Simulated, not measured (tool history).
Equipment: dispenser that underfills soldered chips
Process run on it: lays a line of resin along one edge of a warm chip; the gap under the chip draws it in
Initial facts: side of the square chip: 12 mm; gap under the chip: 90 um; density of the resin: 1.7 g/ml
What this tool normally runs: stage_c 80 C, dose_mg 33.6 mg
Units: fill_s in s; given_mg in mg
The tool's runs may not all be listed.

run	day	stage_c	dose_mg	fill_s	given_mg
1	0.000	80	33.6	78.2	33.72
2	0.208	80	40.8	90.8	40.37
3	0.383	80	40.8	107.5	40.59
# day 0.517: new syringe of resin
4	0.554	80	33.6	81.7	33.33
5	0.825	80	33.6	100.0	33.11
# day 1.104: new syringe of resin
6	1.171	80	33.6	82.6	32.71
7	1.496	80	33.6	107.1	32.59
# day 1.683: new syringe of resin
8	1.758	80	33.6	81.9	32.48
9	1.917	88	33.6	64.5	32.70
10	2.233	88	33.6	82.3	32.77
# day 2.279: new syringe of resin
11	2.575	80	33.4	99.0	32.18
12	2.829	77	39.8	139.7	37.93
# day 2.871: new syringe of resin
13	3.221	77	39.8	119.8	37.96
14	3.429	77	37.3	140.4	35.13
# day 3.462: new syringe of resin
15	3.692	77	37.3	108.4	35.05
16	4.008	67	37.3	237.0	34.76
# day 4.046: new syringe of resin
17	4.333	67	32.6	200.5	30.42
18	4.542	75	29.9	155.3	27.66
# day 4.646: new syringe of resin
19	4.721	75	29.9	112.4	27.54
20	4.971	70	34.5	172.6	31.60
# day 5.229: new syringe of resin
21	5.333	89	30.8	57.0	27.93

The next listed run, before its measurement:
22	5.492	89	30.8	?	?

fill_s: 65.6 s
given_mg: 28.16 mg
Minus the tool's unlogged condition, the same run would have read fill_s 47.9 s, given_mg 30.96 mg.
